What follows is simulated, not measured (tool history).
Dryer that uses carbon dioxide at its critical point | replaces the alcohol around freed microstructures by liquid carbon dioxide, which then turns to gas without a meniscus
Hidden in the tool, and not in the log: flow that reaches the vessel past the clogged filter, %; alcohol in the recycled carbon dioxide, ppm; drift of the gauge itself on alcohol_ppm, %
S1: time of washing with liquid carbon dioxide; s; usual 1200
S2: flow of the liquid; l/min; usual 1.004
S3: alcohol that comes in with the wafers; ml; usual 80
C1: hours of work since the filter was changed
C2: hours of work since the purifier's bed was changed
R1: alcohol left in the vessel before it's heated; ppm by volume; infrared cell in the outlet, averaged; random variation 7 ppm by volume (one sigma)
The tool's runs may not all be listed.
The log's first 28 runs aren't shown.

| run | day | S1 | S2 | S3 | C1 | C2 | R1 |
|---|---|---|---|---|---|---|---|
| 29 | 12.812 | 960 | 1.004 | 108 | 288 | 254 | 1317 |
| 30 | 13.062 | 1500 | 1.004 | 35 | 291 | 258 | 145 |
| 31 | 13.504 | 1500 | 1.004 | 35 | 297 | 264 | 135 |
| 32 | 13.921 | 780 | 0.990 | 51 | 303 | 269 | 1190 |
| 33 | 14.212 | 1080 | 1.280 | 67 | 307 | 273 | 300 |
|  | 14.679 | inlet filter changed |
| 34 | 14.788 | 780 | 0.950 | 95 | 1 | 280 | 1972 |
| 35 | 15.167 | 780 | 0.700 | 95 | 7 | 285 | 3657 |
| 36 | 15.721 | 780 | 0.700 | 95 | 14 | 293 | 3647 |
| 37 | 16.017 | 1020 | 0.930 | 48 | 18 | 297 | 549 |
| 38 | 16.362 | 1440 | 0.730 | 88 | 23 | 301 | 689 |
| 39 | 16.838 | 1440 | 0.730 | 88 | 29 | 308 | 696 |

3 ways to go on from here, each from the tool as it stands after run 39. What would each give?
| A | 17.238 | 1440 | 0.890 | 88 | 34 | 313 | ? |
| B | 17.238 | 1260 | 0.730 | 88 | 34 | 313 | ? |
| C | 17.238 | 1200 | 1.610 | 93 | 34 | 313 | ? |

| run | R1 |
|---|---|
| A | 355 |
| B | 1038 |
| C | 120 |
Without the tool's hidden state the same runs would have given:
| run | R1 |
|---|---|
| A | 270 |
| B | 938 |
| C | 47 |
